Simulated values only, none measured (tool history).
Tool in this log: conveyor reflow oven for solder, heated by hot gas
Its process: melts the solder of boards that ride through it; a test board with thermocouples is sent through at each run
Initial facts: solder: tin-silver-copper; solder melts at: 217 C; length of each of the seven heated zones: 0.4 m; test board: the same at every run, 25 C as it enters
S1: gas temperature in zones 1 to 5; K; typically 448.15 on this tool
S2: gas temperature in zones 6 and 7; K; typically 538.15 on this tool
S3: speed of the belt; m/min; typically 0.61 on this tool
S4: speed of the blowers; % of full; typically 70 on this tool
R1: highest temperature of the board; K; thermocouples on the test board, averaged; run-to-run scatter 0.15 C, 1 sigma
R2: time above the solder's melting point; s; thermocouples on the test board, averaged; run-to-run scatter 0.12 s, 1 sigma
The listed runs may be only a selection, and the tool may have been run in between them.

{"run": 1, "hour": 0.0, "S1": 448.15, "S2": 538.15, "S3": 0.61, "S4": 70, "R1": 524.55, "R2": 59.8}
{"run": 2, "hour": 10.8, "S1": 448.15, "S2": 538.15, "S3": 0.61, "S4": 70, "R1": 524.25, "R2": 59.8}
{"run": 3, "hour": 19.3, "S1": 448.15, "S2": 530.15, "S3": 0.61, "S4": 70, "R1": 517.35, "R2": 53.9}
{"run": 4, "hour": 27.5, "S1": 448.15, "S2": 530.15, "S3": 0.61, "S4": 70, "R1": 517.15, "R2": 53.8}
{"run": 5, "hour": 33.9, "S1": 448.15, "S2": 537.15, "S3": 0.61, "S4": 70, "R1": 523.15, "R2": 58.8}
{"run": 6, "hour": 40.3, "S1": 448.15, "S2": 538.15, "S3": 0.53, "S4": 70, "R1": 527.85, "R2": 73}
{"run": 7, "hour": 50.0, "S1": 449.15, "S2": 538.15, "S3": 0.61, "S4": 70, "R1": 524.45, "R2": 60}
{"run": 8, "hour": 60.8, "S1": 449.15, "S2": 538.15, "S3": 0.61, "S4": 70, "R1": 524.35, "R2": 60}
{"run": 9, "hour": 69.8, "S1": 449.15, "S2": 538.15, "S3": 0.61, "S4": 70, "R1": 524.45, "R2": 59.9}
{"hour": 75.5, "done": "flux residue cleaned out of gas plates and filters"}
{"hour": 84.7, "done": "belt drive overhauled, speed set with a stopwatch"}
{"run": 10, "hour": 86.8, "S1": 448.15, "S2": 538.15, "S3": 0.61, "S4": 70, "R1": 522.95, "R2": 57.2}
{"run": 11, "hour": 92.6, "S1": 447.15, "S2": 538.15, "S3": 0.61, "S4": 70, "R1": 522.75, "R2": 56.8}
{"run": 12, "hour": 101.1, "S1": 447.15, "S2": 538.15, "S3": 0.61, "S4": 70, "R1": 522.65, "R2": 56.7}
{"run": 13, "hour": 109.2, "S1": 447.15, "S2": 538.15, "S3": 0.61, "S4": 70, "R1": 522.35, "R2": 56.6}
{"run": 14, "hour": 118.2, "S1": 447.15, "S2": 538.15, "S3": 0.61, "S4": 70, "R1": 522.55, "R2": 56.8}
{"run": 15, "hour": 125.7, "S1": 447.15, "S2": 538.15, "S3": 0.61, "S4": 70, "R1": 522.55, "R2": 56.6}
{"hour": 131.5, "done": "flux residue cleaned out of gas plates and filters, once more"}
{"run": 16, "hour": 138.0, "S1": 447.15, "S2": 538.15, "S3": 0.61, "S4": 70, "R1": 525.15, "R2": 59.6}
{"run": 17, "hour": 145.2, "S1": 448.15, "S2": 547.15, "S3": 0.634, "S4": 61, "R1": 529.55, "R2": 59.5}
{"run": 18, "hour": 155.0, "S1": 447.15, "S2": 538.15, "S3": 0.636, "S4": 86, "R1": 527.25, "R2": 59.3}
{"run": 19, "hour": 161.4, "S1": 459.15, "S2": 538.15, "S3": 0.593, "S4": 70, "R1": 527.35, "R2": 68.1}
{"run": 20, "hour": 171.0, "S1": 459.15, "S2": 538.15, "S3": 0.593, "S4": 70, "R1": 527.25, "R2": 68}
{"run": 21, "hour": 180.5, "S1": 448.15, "S2": 547.15, "S3": 0.61, "S4": 76, "R1": 534.65, "R2": 66}
{"run": 22, "hour": 187.6, "S1": 448.15, "S2": 547.15, "S3": 0.61, "S4": 76, "R1": 534.75, "R2": 66}
{"run": 23, "hour": 193.9, "S1": 436.15, "S2": 545.15, "S3": 0.61, "S4": 70, "R1": 529.65, "R2": 58.8}
{"run": 24, "hour": 200.4, "S1": 449.15, "S2": 528.15, "S3": 0.613, "S4": 70, "R1": 516.05, "R2": 52.9}
{"run": 25, "hour": 204.8, "S1": 449.15, "S2": 528.15, "S3": 0.657, "S4": 70, "R1": 514.35, "R2": 47.1}
{"run": 26, "hour": 215.0, "S1": 449.15, "S2": 528.15, "S3": 0.657, "S4": 70, "R1": 514.35, "R2": 47.1}
{"run": 27, "hour": 221.3, "S1": 439.15, "S2": 538.15, "S3": 0.531, "S4": 76, "R1": 528.65, "R2": 69.9}
{"run": 28, "hour": 232.0, "S1": 434.15, "S2": 533.15, "S3": 0.537, "S4": 67, "R1": 521.25, "R2": 60.7}
{"run": 29, "hour": 242.3, "S1": 434.15, "S2": 533.15, "S3": 0.537, "S4": 67, "R1": 521.45, "R2": 60.5}
{"run": 30, "hour": 252.7, "S1": 434.15, "S2": 533.15, "S3": 0.537, "S4": 67, "R1": 520.95, "R2": 60.5}

Some steps in R1, run to run, broken into two amounts with sign: the step expected even without the hidden condition (settings, incoming material, random variation), and the rest, left for the hidden condition together with whatever gauge scatter is not in both the measured and the hidden-condition-free result:
The hidden state here: heat that the gas passes to the board, % of a clean oven's; belt's true speed, % of the reading; true gas temperature in zones 6 and 7 over the reading, C; drift of the gauge itself on peak_c, C; drift of the gauge itself on liquid_s, %.
Run 5 -> 6: S2 537.15 -> 538.15, S3 0.61 -> 0.53. R1 +4.7 K: hidden state +0.3, all else +4.4.
Run 9 -> 10: S1 449.15 -> 448.15, flux residue cleaned out of gas plates and filters, belt drive overhauled, speed set with a stopwatch. R1 -1.5 K: hidden state -1.3, all else -0.2.
Run 15 -> 16: flux residue cleaned out of gas plates and filters, once more. R1 +2.6 K: hidden state +2.7, all else -0.1.
Run 20 -> 21: S1 459.15 -> 448.15, S2 538.15 -> 547.15, S3 0.593 -> 0.61, S4 70 -> 76. R1 +7.4 K: hidden state -0.1, all else +7.5.
Run 23 -> 24: S1 436.15 -> 449.15, S2 545.15 -> 528.15, S3 0.61 -> 0.613. R1 -13.6 K: hidden state +0, all else -13.6.
Run 26 -> 27: S1 449.15 -> 439.15, S2 528.15 -> 538.15, S3 0.657 -> 0.531, S4 70 -> 76. R1 +14.3 K: hidden state +0, all else +14.3.

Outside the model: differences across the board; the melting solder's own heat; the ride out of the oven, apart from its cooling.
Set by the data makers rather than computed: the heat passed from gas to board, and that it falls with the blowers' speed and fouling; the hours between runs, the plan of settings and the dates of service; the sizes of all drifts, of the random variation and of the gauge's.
